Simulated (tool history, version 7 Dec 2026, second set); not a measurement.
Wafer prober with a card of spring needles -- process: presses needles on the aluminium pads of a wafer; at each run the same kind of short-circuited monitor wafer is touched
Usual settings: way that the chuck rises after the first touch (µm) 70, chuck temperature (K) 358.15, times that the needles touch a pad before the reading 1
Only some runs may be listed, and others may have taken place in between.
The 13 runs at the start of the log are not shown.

run   hour  way that the chuck rises after the first touch (µm)  chuck temperature (K)  times that the needles touch a pad before the reading  touches since the tips were cleaned  cleanings since the card got new needles  touches since the first contact's height was set  resistance of one needle with its contact and lead (mohm)  way that a needle slides on the pad (µm)
     109.7  -- tips cleaned on abrasive film
 14  112.1                                                   71                 358.15                                                      1                                 1465                                        20                                            170131                                                        156                                     18.03
 15  121.7                                                   71                 358.15                                                      1                                 7357                                        20                                            176023                                                        191                                     17.99
     122.5  -- tips cleaned on abrasive film
 16  132.9                                                   71                 358.15                                                      1                                 6334                                        21                                            182823                                                        189                                     17.97
     135.3  -- tips cleaned on abrasive film
 17  138.3                                                   71                 358.15                                                      1                                 1859                                        22                                            186124                                                        157                                     17.97
 18  144.0                                                   71                 358.15                                                      1                                 5311                                        22                                            189576                                                        185                                     18.01
     148.4  -- tips cleaned on abrasive film
 19  149.0                                                   66                 363.15                                                      2                                  389                                        23                                            192629                                                        135                                     16.57
     161.1  -- tips cleaned on abrasive film
 20  161.1                                                   50                 358.15                                                      1                                    0                                        24                                            199975                                                        147                                     12.54
 21  170.9                                                   50                 386.15                                                      1                                 5988                                        24                                            205963                                                        257                                     12.54
     173.4  -- tips cleaned on abrasive film
 22  182.5                                                   55                 386.15                                                      3                                 5536                                        25                                            213005                                                        173                                     13.75
     186.0  -- tips cleaned on abrasive film
 23  192.4                                                   70                 348.15                                                      1                                 3952                                        26                                            219056                                                        184                                     17.66
     196.6  -- height of the first contact set anew
     199.0  -- tips cleaned on abrasive film
 24  203.1                                                   89                 336.15                                                      2                                 2503                                        27                                              3932                                                        132                                     22.88
 25  210.8                                                   70                 358.15                                                      3                                 7239                                        27                                              8668                                                        148                                     17.91

Run 26 comes next. What will it give?
     211.9  -- tips cleaned on abrasive film
 26  216.0                                                   67                 358.15                                                      3                                 2487                                        28                                             11744                                                          ?                                         ?

{"run 26": {"resistance of one needle with its contact and lead (mohm)": 143, "way that a needle slides on the pad (µm)": 17.17}}
Take away the tool's hidden state, keep the run-to-run variation as it was, and the same run would have given resistance of one needle with its contact and lead (mohm) 125, way that a needle slides on the pad (µm) 17.21.
